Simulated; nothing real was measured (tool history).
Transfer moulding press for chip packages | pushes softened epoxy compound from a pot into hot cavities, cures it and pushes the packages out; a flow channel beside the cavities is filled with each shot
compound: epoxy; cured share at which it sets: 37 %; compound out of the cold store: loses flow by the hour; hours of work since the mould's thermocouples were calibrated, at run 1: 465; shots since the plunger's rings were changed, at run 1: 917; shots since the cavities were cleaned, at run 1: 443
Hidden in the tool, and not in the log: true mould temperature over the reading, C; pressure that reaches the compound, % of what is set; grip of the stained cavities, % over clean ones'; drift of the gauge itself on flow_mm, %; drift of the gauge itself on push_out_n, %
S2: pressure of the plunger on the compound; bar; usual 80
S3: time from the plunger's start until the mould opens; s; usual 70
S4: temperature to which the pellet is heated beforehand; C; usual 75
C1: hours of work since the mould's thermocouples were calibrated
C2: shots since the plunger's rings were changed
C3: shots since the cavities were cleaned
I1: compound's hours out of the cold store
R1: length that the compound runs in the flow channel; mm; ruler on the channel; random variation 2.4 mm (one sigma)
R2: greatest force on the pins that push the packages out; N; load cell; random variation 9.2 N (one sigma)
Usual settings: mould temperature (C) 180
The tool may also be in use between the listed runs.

{"run": 1, "hour": 0.0, "mould temperature (C)": 180, "S2": 80, "S3": 70, "S4": 75, "C1": 465, "C2": 917, "C3": 443, "I1": 17.9, "R1": 633, "R2": 435}
{"hour": 18.4, "done": "cavities cleaned with cleaning compound and waxed"}
{"run": 2, "hour": 33.5, "mould temperature (C)": 180, "S2": 80, "S3": 70, "S4": 75, "C1": 482, "C2": 1302, "C3": 181, "I1": 32.9, "R1": 583, "R2": 400}
{"run": 3, "hour": 65.1, "mould temperature (C)": 180, "S2": 80, "S3": 70, "S4": 75, "C1": 499, "C2": 1684, "C3": 563, "I1": 33.5, "R1": 580, "R2": 399}
{"hour": 74.5, "done": "cavities cleaned with cleaning compound and waxed"}
{"run": 4, "hour": 90.2, "mould temperature (C)": 180, "S2": 80, "S3": 70, "S4": 75, "C1": 512, "C2": 1968, "C3": 190, "I1": 38.7, "R1": 567, "R2": 390}
{"hour": 128.8, "done": "cavities cleaned with cleaning compound and waxed"}
{"run": 5, "hour": 130.0, "mould temperature (C)": 180, "S2": 80, "S3": 70, "S4": 75, "C1": 533, "C2": 2430, "C3": 14, "I1": 45.9, "R1": 542, "R2": 385}
{"hour": 171.9, "done": "plunger's sealing rings changed"}
{"run": 6, "hour": 175.0, "mould temperature (C)": 180, "S2": 80, "S3": 70, "S4": 75, "C1": 555, "C2": 37, "C3": 525, "I1": 28.5, "R1": 598, "R2": 400}
{"hour": 188.0, "done": "cavities cleaned with cleaning compound and waxed"}
{"run": 7, "hour": 215.9, "mould temperature (C)": 180, "S2": 80, "S3": 70, "S4": 75, "C1": 576, "C2": 512, "C3": 336, "I1": 31.2, "R1": 588, "R2": 406}
{"hour": 243.5, "done": "cavities cleaned with cleaning compound and waxed"}
{"run": 8, "hour": 259.8, "mould temperature (C)": 180, "S2": 80, "S3": 70, "S4": 75, "C1": 599, "C2": 1024, "C3": 197, "I1": 14.9, "R1": 644, "R2": 454}
{"run": 9, "hour": 288.2, "mould temperature (C)": 180, "S2": 80, "S3": 70, "S4": 75, "C1": 614, "C2": 1365, "C3": 538, "I1": 47.7, "R1": 539, "R2": 380}
{"hour": 298.2, "done": "cavities cleaned with cleaning compound and waxed"}
{"run": 10, "hour": 322.4, "mould temperature (C)": 180, "S2": 70.1, "S3": 70, "S4": 75, "C1": 632, "C2": 1759, "C3": 291, "I1": 10.8, "R1": 615, "R2": 435}
{"run": 11, "hour": 348.8, "mould temperature (C)": 180, "S2": 70.1, "S3": 70, "S4": 75, "C1": 646, "C2": 2077, "C3": 609, "I1": 45.7, "R1": 512, "R2": 401}
{"hour": 353.0, "done": "cavities cleaned with cleaning compound and waxed"}
{"run": 12, "hour": 380.0, "mould temperature (C)": 180, "S2": 70.1, "S3": 70, "S4": 75, "C1": 662, "C2": 2435, "C3": 326, "I1": 38.9, "R1": 527, "R2": 367}
{"hour": 408.5, "done": "cavities cleaned with cleaning compound and waxed"}
{"hour": 423.1, "done": "plunger's sealing rings changed"}
{"run": 13, "hour": 423.8, "mould temperature (C)": 180, "S2": 80, "S3": 70, "S4": 75, "C1": 683, "C2": 8, "C3": 154, "I1": 25.9, "R1": 609, "R2": 408}
{"run": 14, "hour": 453.9, "mould temperature (C)": 180, "S2": 80, "S3": 70, "S4": 75, "C1": 700, "C2": 372, "C3": 518, "I1": 36.9, "R1": 573, "R2": 382}
{"hour": 465.6, "done": "cavities cleaned with cleaning compound and waxed"}
{"run": 15, "hour": 482.7, "mould temperature (C)": 180, "S2": 84.9, "S3": 63, "S4": 76, "C1": 714, "C2": 701, "C3": 207, "I1": 19.8, "R1": 642, "R2": 568}
{"run": 16, "hour": 502.6, "mould temperature (C)": 180, "S2": 84.9, "S3": 63, "S4": 76, "C1": 725, "C2": 940, "C3": 446, "I1": 38.2, "R1": 587, "R2": 500}
{"hour": 521.4, "done": "cavities cleaned with cleaning compound and waxed"}
{"run": 17, "hour": 523.3, "mould temperature (C)": 177, "S2": 77.2, "S3": 56, "S4": 76, "C1": 735, "C2": 1171, "C3": 22, "I1": 30.1, "R1": 586, "R2": 820}
{"run": 18, "hour": 558.2, "mould temperature (C)": 184, "S2": 68.8, "S3": 78, "S4": 72, "C1": 754, "C2": 1592, "C3": 443, "I1": 19.9, "R1": 571, "R2": 258}
{"hour": 577.5, "done": "mould's thermocouples calibrated"}
{"hour": 579.0, "done": "cavities cleaned with cleaning compound and waxed"}
{"run": 19, "hour": 586.9, "mould temperature (C)": 184, "S2": 68.8, "S3": 78, "S4": 72, "C1": 4, "C2": 1895, "C3": 94, "I1": 38.3, "R1": 518, "R2": 237}
{"run": 20, "hour": 628.1, "mould temperature (C)": 184, "S2": 68.8, "S3": 78, "S4": 72, "C1": 26, "C2": 2392, "C3": 591, "I1": 46.2, "R1": 496, "R2": 236}
{"hour": 634.9, "done": "cavities cleaned with cleaning compound and waxed"}
{"run": 21, "hour": 660.7, "mould temperature (C)": 184, "S2": 68.8, "S3": 78, "S4": 72, "C1": 43, "C2": 2767, "C3": 312, "I1": 43.5, "R1": 502, "R2": 255}
{"hour": 674.1, "done": "plunger's sealing rings changed"}
{"hour": 692.1, "done": "cavities cleaned with cleaning compound and waxed"}
{"run": 22, "hour": 707.9, "mould temperature (C)": 184, "S2": 68.8, "S3": 78, "S4": 72, "C1": 66, "C2": 389, "C3": 191, "I1": 34.1, "R1": 529, "R2": 242}
{"run": 23, "hour": 727.3, "mould temperature (C)": 188, "S2": 85.6, "S3": 51, "S4": 72, "C1": 77, "C2": 622, "C3": 424, "I1": 9.9, "R1": 668, "R2": 674}
{"hour": 746.0, "done": "cavities cleaned with cleaning compound and waxed"}
{"run": 24, "hour": 767.3, "mould temperature (C)": 180, "S2": 80, "S3": 55, "S4": 75, "C1": 97, "C2": 1086, "C3": 256, "I1": 37.7, "R1": 564, "R2": 747}

The next listed run, before its measurement:
{"run": 25, "hour": 785.5, "mould temperature (C)": 180, "S2": 79.7, "S3": 94, "S4": 75, "C1": 107, "C2": 1305, "C3": 475, "I1": 8.9, "R1": "?", "R2": "?"}

R1: 663 mm
R2: 232 N
Without the tool's hidden state the same run would have given R1 664 mm, R2 229 N.
